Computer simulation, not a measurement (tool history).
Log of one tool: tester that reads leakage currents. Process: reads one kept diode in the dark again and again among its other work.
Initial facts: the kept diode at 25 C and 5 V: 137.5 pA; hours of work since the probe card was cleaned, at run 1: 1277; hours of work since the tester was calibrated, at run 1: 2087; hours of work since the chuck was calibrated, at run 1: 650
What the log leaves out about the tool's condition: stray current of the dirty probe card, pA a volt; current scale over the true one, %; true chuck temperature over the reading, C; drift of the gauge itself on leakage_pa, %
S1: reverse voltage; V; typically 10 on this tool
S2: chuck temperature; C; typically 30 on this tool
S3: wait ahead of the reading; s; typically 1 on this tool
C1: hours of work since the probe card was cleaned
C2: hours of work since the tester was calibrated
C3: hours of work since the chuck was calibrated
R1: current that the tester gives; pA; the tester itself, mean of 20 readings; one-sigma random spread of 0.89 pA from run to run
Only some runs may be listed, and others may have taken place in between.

Run 1, day 0: usual settings; C1 1277; C2 2087; C3 650. Result: R1 279.23 pA.
Run 2, day 2.292: usual settings; C1 1314; C2 2125; C3 688. Result: R1 276.92 pA.
Run 3, day 4.371: usual settings; C1 1349; C2 2159; C3 722. Result: R1 277.59 pA.
Run 4, day 7.542: usual settings; C1 1401; C2 2211; C3 774. Result: R1 276.31 pA.
Run 5, day 10.854: usual settings but S1 1.7 V; C1 1455; C2 2265; C3 828. Result: R1 125.67 pA.
Run 6, day 14.175: usual settings but S1 2.3 V; C1 1510; C2 2320; C3 883. Result: R1 142.33 pA.
Run 7, day 15.921: usual settings; C1 1538; C2 2349; C3 912. Result: R1 271.18 pA.
Run 8, day 17.554: usual settings; C1 1565; C2 2375; C3 938. Result: R1 271.31 pA.
Run 9, day 20.779: usual settings; C1 1618; C2 2428; C3 991. Result: R1 270.6 pA.
Run 10, day 22.425: usual settings; C1 1645; C2 2456; C3 1018. Result: R1 270.23 pA.
Run 11, day 25.279: usual settings but S3 0.64 s; C1 1692; C2 2502; C3 1065. Result: R1 270.25 pA.
Run 12, day 28.825: usual settings but S1 19.6 V, S2 24 C, S3 2.92 s; C1 1750; C2 2561; C3 1124. Result: R1 209.83 pA.
Run 13, day 30.892: usual settings but S1 19.6 V, S2 24 C, S3 2.92 s; C1 1784; C2 2595; C3 1158. Result: R1 209.73 pA.
Run 14, day 33.079: usual settings but S1 1.7 V, S3 9.13 s; C1 1820; C2 2631; C3 1194. Result: R1 121.1 pA.
Run 15, day 35.4: usual settings but S1 19.3 V, S2 52 C, S3 7.13 s; C1 1859; C2 2669; C3 1232. Result: R1 2264.72 pA.
Run 16, day 37.862: usual settings but S1 1.7 V, S2 26 C, S3 9.1 s; C1 1899; C2 2709; C3 1272. Result: R1 83.61 pA.
Run 17, day 39.346: usual settings but S1 5.1 V, S2 20 C, S3 2.51 s; C1 1923; C2 2734; C3 1297. Result: R1 77.69 pA.
Run 18, day 41.812: usual settings but S1 5.1 V, S2 35 C, S3 2.51 s; C1 1964; C2 2774; C3 1337. Result: R1 303.64 pA.
At day 43.475: tester calibrated.
Run 19, day 43.475: usual settings but S1 6.4 V, S2 24 C, S3 2.51 s; C1 1990; C2 0; C3 1363. Result: R1 127.02 pA.
Run 20, day 46.867: usual settings but S1 6.4 V, S2 24 C, S3 2.51 s; C1 2046; C2 56; C3 1419. Result: R1 125.64 pA.

3 ways to go on from here, each from the tool as it stands after run 20. What would each give?
Run A, day 50.067: usual settings but S1 2.4 V, S2 44 C, S3 2.78 s; C1 2098; C2 108; C3 1471. Result: R1 ?.
Run B, day 50.067: usual settings but S1 3.5 V, S2 34 C, S3 1.64 s; C1 2098; C2 108; C3 1471. Result: R1 ?.
Run C, day 50.067: usual settings but S1 2.4 V, S2 24 C, S3 2.51 s; C1 2098; C2 108; C3 1471. Result: R1 ?.

run      R1
  A  478.59
  B   237.9
  C   80.83
The same runs, with their run-to-run variation unchanged, on a tool lacking any hidden condition would have given:
run      R1
  A   539.6
  B  268.86
  C   91.35
